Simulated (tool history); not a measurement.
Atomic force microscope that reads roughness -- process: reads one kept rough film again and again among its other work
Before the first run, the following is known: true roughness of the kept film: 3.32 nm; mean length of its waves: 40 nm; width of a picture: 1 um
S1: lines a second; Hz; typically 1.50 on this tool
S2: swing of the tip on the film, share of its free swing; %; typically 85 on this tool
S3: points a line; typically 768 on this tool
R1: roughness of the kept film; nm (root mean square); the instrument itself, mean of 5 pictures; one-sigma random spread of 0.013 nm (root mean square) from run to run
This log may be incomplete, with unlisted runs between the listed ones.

run   hour    S1  S2   S3     R1
  1    0.0  1.50  85  768  2.950
  2   11.6  1.50  85  768  2.944
  3   21.1  1.50  85  768  2.879
  4   30.4  1.50  85  305  2.870
  5   43.4  1.50  85  305  2.811
  6   59.1  1.50  85  305  2.805
      65.3  -- new tip fitted
  7   73.7  1.50  85  285  2.996
  8   85.3  1.50  85  285  2.969
  9  101.8  1.50  85  285  2.889
     103.5  -- height scale calibrated on a step standard
 10  115.6  1.50  85  285  2.881
 11  129.9  1.50  85  285  2.835
 12  142.4  0.53  85  768  2.934
 13  153.9  0.53  79  660  2.947
     165.3  -- new tip fitted
 14  167.9  0.62  85  529  3.119
     176.5  -- height scale calibrated on a step standard, once more
 15  176.5  0.62  85  529  3.056
 16  190.0  1.59  85  768  2.938
 17  201.6  1.59  85  768  2.921
 18  213.4  1.59  85  768  2.907
 19  227.7  1.75  77  306  2.906
 20  240.6  1.50  81  323  2.853
 21  250.6  2.90  81  279  2.702
 22  257.5  0.92  85  768  2.864
     265.0  -- new tip fitted
 23  271.4  0.92  85  768  3.057
 24  282.6  2.43  63  857  3.065

5 options for the next run, each taken on its own from the tool as it stands now. Forecast them:
  A  298.0  1.82  85  768   ?
  B  298.0  1.23  85  768   ?
  C  298.0  2.43  77  857   ?
  D  298.0  1.51  63  857   ?
  E  298.0  1.60  85  768   ?

run     R1
  A  2.921
  B  2.954
  C  2.915
  D  3.070
  E  2.938
Had the tool no hidden state, the same runs would have come out as:
run     R1
  A  2.996
  B  3.030
  C  2.991
  D  3.149
  E  3.014
